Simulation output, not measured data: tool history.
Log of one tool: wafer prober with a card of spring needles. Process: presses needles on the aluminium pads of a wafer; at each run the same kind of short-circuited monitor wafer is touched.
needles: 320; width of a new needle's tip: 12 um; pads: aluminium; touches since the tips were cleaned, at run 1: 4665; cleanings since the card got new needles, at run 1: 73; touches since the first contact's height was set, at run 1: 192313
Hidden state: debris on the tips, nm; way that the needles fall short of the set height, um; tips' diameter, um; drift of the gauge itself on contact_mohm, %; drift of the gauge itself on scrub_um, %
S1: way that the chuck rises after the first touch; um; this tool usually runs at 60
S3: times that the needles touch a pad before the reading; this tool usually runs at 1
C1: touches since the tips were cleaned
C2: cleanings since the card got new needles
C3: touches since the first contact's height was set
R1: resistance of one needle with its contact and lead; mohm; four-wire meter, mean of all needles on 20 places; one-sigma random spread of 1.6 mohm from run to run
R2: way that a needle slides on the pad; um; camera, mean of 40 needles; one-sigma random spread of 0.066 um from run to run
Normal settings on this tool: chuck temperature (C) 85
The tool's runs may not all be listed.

Run 1, day 0: usual settings; C1 4665; C2 73; C3 192313. Result: R1 201 mohm, R2 8.97 um.
At day 0.079: tips cleaned on abrasive film.
At day 0.462: tips cleaned on abrasive film.
At day 0.842: tips cleaned on abrasive film.
At day 1.225: tips cleaned on abrasive film.
At day 1.608: tips cleaned on abrasive film.
At day 1.912: tips cleaned on abrasive film.
At day 2.296: tips cleaned on abrasive film.
At day 2.6: tips cleaned on abrasive film.
At day 2.688: height of the first contact set anew.
At day 2.996: tips cleaned on abrasive film.
Run 2, day 3.05: usual settings; C1 941; C2 82; C3 6012. Result: R1 168 mohm, R2 9.5 um.
At day 3.358: tips cleaned on abrasive film.
At day 3.738: tips cleaned on abrasive film.
At day 4.046: tips cleaned on abrasive film.
At day 4.429: tips cleaned on abrasive film.
At day 4.808: tips cleaned on abrasive film.
At day 5.192: tips cleaned on abrasive film.
At day 5.571: tips cleaned on abrasive film.
At day 5.954: tips cleaned on abrasive film.
At day 6.262: tips cleaned on abrasive film.
At day 6.642: tips cleaned on abrasive film.
Run 3, day 6.804: usual settings; C1 2685; C2 92; C3 68287. Result: R1 188 mohm, R2 9.23 um.
At day 6.958: tips cleaned on abrasive film.
At day 7.262: tips cleaned on abrasive film.
At day 7.571: tips cleaned on abrasive film.
At day 7.95: tips cleaned on abrasive film.
At day 8.333: tips cleaned on abrasive film.
At day 8.642: tips cleaned on abrasive film.
At day 9.021: tips cleaned on abrasive film.
At day 9.404: tips cleaned on abrasive film.
At day 9.708: tips cleaned on abrasive film.
Run 4, day 9.983: usual settings but chuck temperature (C) 98; C1 4620; C2 101; C3 121088. Result: R1 197 mohm, R2 9 um.
At day 10.062: tips cleaned on abrasive film.
At day 10.371: tips cleaned on abrasive film.
At day 10.754: tips cleaned on abrasive film.
At day 11.133: tips cleaned on abrasive film.
At day 11.517: tips cleaned on abrasive film.
At day 11.896: tips cleaned on abrasive film.
At day 12.279: tips cleaned on abrasive film.
At day 12.662: tips cleaned on abrasive film.
At day 12.967: tips cleaned on abrasive film.
Run 5, day 12.983: usual settings but chuck temperature (C) 98; C1 279; C2 110; C3 170816. Result: R1 166 mohm, R2 8.91 um.
At day 13.292: tips cleaned on abrasive film.
At day 13.596: tips cleaned on abrasive film.
At day 13.979: tips cleaned on abrasive film.
At day 14.283: tips cleaned on abrasive film.
At day 14.667: tips cleaned on abrasive film.
At day 14.971: tips cleaned on abrasive film.
At day 15.354: tips cleaned on abrasive film.
At day 15.662: tips cleaned on abrasive film.
Run 6, day 15.688: usual settings but chuck temperature (C) 98; C1 484; C2 118; C3 215678. Result: R1 169 mohm, R2 8.75 um.
At day 15.996: tips cleaned on abrasive film.
At day 16.304: tips cleaned on abrasive film.
At day 16.683: tips cleaned on abrasive film.
At day 16.992: tips cleaned on abrasive film.
At day 17.004: height of the first contact set anew.
At day 17.383: tips cleaned on abrasive film.
Run 7, day 17.467: usual settings but chuck temperature (C) 98; C1 1417; C2 123; C3 7756. Result: R1 180 mohm, R2 9.49 um.
At day 17.7: tips cleaned on abrasive film.
At day 18.004: tips cleaned on abrasive film.
At day 18.388: tips cleaned on abrasive film.
At day 18.771: tips cleaned on abrasive film.
At day 19.15: tips cleaned on abrasive film.
At day 19.458: tips cleaned on abrasive film.
At day 19.829: tips cleaned on abrasive film.
Run 8, day 19.829: usual settings; C1 0; C2 130; C3 46885. Result: R1 162 mohm, R2 9.34 um.
At day 20.208: tips cleaned on abrasive film.
At day 20.517: tips cleaned on abrasive film.
At day 20.9: tips cleaned on abrasive film.
At day 21.279: tips cleaned on abrasive film.
At day 21.662: tips cleaned on abrasive film.
Run 9, day 21.662: usual settings; C1 40; C2 135; C3 77354. Result: R1 158 mohm, R2 9.23 um.
At day 21.971: tips cleaned on abrasive film.
At day 22.354: tips cleaned on abrasive film.
At day 22.733: tips cleaned on abrasive film.
At day 23.042: tips cleaned on abrasive film.
At day 23.346: tips cleaned on abrasive film.
At day 23.729: tips cleaned on abrasive film.
At day 24.033: tips cleaned on abrasive film.
At day 24.417: tips cleaned on abrasive film.
At day 24.725: tips cleaned on abrasive film.
At day 25.104: tips cleaned on abrasive film.
At day 25.412: tips cleaned on abrasive film.
Run 10, day 25.412: usual settings but S1 54 um, chuck temperature (C) 111; C1 0; C2 146; C3 139541. Result: R1 168 mohm, R2 8.06 um.
At day 25.796: tips cleaned on abrasive film.
At day 26.1: tips cleaned on abrasive film.
At day 26.483: tips cleaned on abrasive film.
At day 26.792: tips cleaned on abrasive film.
At day 27.171: tips cleaned on abrasive film.
At day 27.554: tips cleaned on abrasive film.
Run 11, day 27.812: usual settings but S1 54 um, chuck temperature (C) 111; C1 4360; C2 152; C3 179399. Result: R1 226 mohm, R2 7.89 um.
At day 27.892: tips cleaned on abrasive film.
At day 28.275: tips cleaned on abrasive film.
At day 28.658: tips cleaned on abrasive film.
At day 29.038: tips cleaned on abrasive film.
At day 29.346: tips cleaned on abrasive film.
At day 29.65: tips cleaned on abrasive film.
At day 30.033: tips cleaned on abrasive film.
At day 30.412: tips cleaned on abrasive film.
At day 30.796: tips cleaned on abrasive film.
At day 31.179: tips cleaned on abrasive film.
At day 31.267: height of the first contact set anew.
Run 12, day 31.333: usual settings but S1 42 um, chuck temperature (C) 41; C1 2421; C2 162; C3 1153. Result: R1 225 mohm, R2 6.52 um.
At day 31.567: tips cleaned on abrasive film.
At day 31.871: tips cleaned on abrasive film.
At day 32.254: tips cleaned on abrasive film.
At day 32.633: tips cleaned on abrasive film.
At day 33.017: tips cleaned on abrasive film.
At day 33.321: tips cleaned on abrasive film.
At day 33.704: tips cleaned on abrasive film.
At day 34.012: tips cleaned on abrasive film.
At day 34.392: tips cleaned on abrasive film.
Run 13, day 34.596: usual settings but S1 73 um, chuck temperature (C) 31; C1 3405; C2 171; C3 55274. Result: R1 180 mohm, R2 11.35 um.
At day 34.75: tips cleaned on abrasive film.
At day 35.133: tips cleaned on abrasive film.
At day 35.438: tips cleaned on abrasive film.
At day 35.821: tips cleaned on abrasive film.
At day 36.125: tips cleaned on abrasive film.
At day 36.508: tips cleaned on abrasive film.
At day 36.892: tips cleaned on abrasive film.
At day 37.271: tips cleaned on abrasive film.
At day 37.579: tips cleaned on abrasive film.
At day 37.958: tips cleaned on abrasive film.
At day 38.267: tips cleaned on abrasive film.
Run 14, day 38.421: usual settings but S1 50 um, chuck temperature (C) 31; C1 2579; C2 182; C3 118712. Result: R1 210 mohm, R2 7.54 um.
At day 38.575: tips cleaned on abrasive film.
At day 38.883: tips cleaned on abrasive film.
At day 39.262: tips cleaned on abrasive film.
At day 39.571: tips cleaned on abrasive film.
At day 39.95: tips cleaned on abrasive film.
At day 40.333: tips cleaned on abrasive film.
At day 40.642: tips cleaned on abrasive film.
Run 15, day 40.896: usual settings but S1 64 um, chuck temperature (C) 121; C1 4282; C2 189; C3 159776. Result: R1 209 mohm, R2 9.6 um.
At day 40.975: tips cleaned on abrasive film.
At day 41.354: tips cleaned on abrasive film.
At day 41.738: tips cleaned on abrasive film.
At day 42.046: tips cleaned on abrasive film.
At day 42.425: tips cleaned on abrasive film.
At day 42.733: tips cleaned on abrasive film.
At day 43.112: tips cleaned on abrasive film.
Run 16, day 43.212: usual settings but S1 40 um, chuck temperature (C) 112; C1 1683; C2 196; C3 198229. Result: R1 234 mohm, R2 5.78 um.
At day 43.446: tips cleaned on abrasive film.
At day 43.825: tips cleaned on abrasive film.
At day 44.208: tips cleaned on abrasive film.
At day 44.592: tips cleaned on abrasive film.
At day 44.971: tips cleaned on abrasive film.
At day 45.279: tips cleaned on abrasive film.
Run 17, day 45.325: usual settings but S1 40 um, chuck temperature (C) 112; C1 782; C2 202; C3 233245. Result: R1 218 mohm, R2 5.51 um.
At day 45.562: height of the first contact set anew.
At day 45.642: tips cleaned on abrasive film.
At day 46.025: tips cleaned on abrasive film.
At day 46.333: tips cleaned on abrasive film.
At day 46.712: tips cleaned on abrasive film.
At day 47.021: tips cleaned on abrasive film.
At day 47.4: tips cleaned on abrasive film.
At day 47.783: tips cleaned on abrasive film.
At day 48.088: tips cleaned on abrasive film.
At day 48.396: tips cleaned on abrasive film.
Run 18, day 48.421: usual settings but S1 75 um, chuck temperature (C) 102; C1 422; C2 211; C3 47334. Result: R1 161 mohm, R2 11.69 um.

Below are 5 alternative next runs, each starting from the tool's condition after run 18. Predict each:
At day 48.725: tips cleaned on abrasive film.
At day 49.033: tips cleaned on abrasive film.
At day 49.417: tips cleaned on abrasive film.
At day 49.721: tips cleaned on abrasive film.
At day 50.104: tips cleaned on abrasive film.
At day 50.483: tips cleaned on abrasive film.
Run A, day 50.667: usual settings but S1 44 um, S3 2; C1 3034; C2 217; C3 84601. Result: R1 ?, R2 ?.
At day 48.725: tips cleaned on abrasive film.
At day 49.033: tips cleaned on abrasive film.
At day 49.417: tips cleaned on abrasive film.
At day 49.721: tips cleaned on abrasive film.
At day 50.104: tips cleaned on abrasive film.
At day 50.483: tips cleaned on abrasive film.
Run B, day 50.667: usual settings but S1 63 um, chuck temperature (C) 102, S3 2; C1 3034; C2 217; C3 84601. Result: R1 ?, R2 ?.
At day 48.725: tips cleaned on abrasive film.
At day 49.033: tips cleaned on abrasive film.
At day 49.417: tips cleaned on abrasive film.
At day 49.721: tips cleaned on abrasive film.
At day 50.104: tips cleaned on abrasive film.
At day 50.483: tips cleaned on abrasive film.
Run C, day 50.667: usual settings but chuck temperature (C) 51; C1 3034; C2 217; C3 84601. Result: R1 ?, R2 ?.
At day 48.725: tips cleaned on abrasive film.
At day 49.033: tips cleaned on abrasive film.
At day 49.417: tips cleaned on abrasive film.
At day 49.721: tips cleaned on abrasive film.
At day 50.104: tips cleaned on abrasive film.
At day 50.483: tips cleaned on abrasive film.
Run D, day 50.667: usual settings but S1 66 um, chuck temperature (C) 113; C1 3034; C2 217; C3 84601. Result: R1 ?, R2 ?.
At day 48.725: tips cleaned on abrasive film.
At day 49.033: tips cleaned on abrasive film.
At day 49.417: tips cleaned on abrasive film.
At day 49.721: tips cleaned on abrasive film.
At day 50.104: tips cleaned on abrasive film.
At day 50.483: tips cleaned on abrasive film.
Run E, day 50.667: usual settings but S1 75 um, chuck temperature (C) 102, S3 2; C1 3034; C2 217; C3 84601. Result: R1 ?, R2 ?.

run   R1     R2
  A  207   6.63
  B  186   9.57
  C  203   9.17
  D  195  10.16
  E  176  11.49
Had the tool no hidden state, the same runs would have come out as:
run   R1     R2
  A  151   6.89
  B  156   9.83
  C  148   9.43
  D  154  10.41
  E  155  11.74
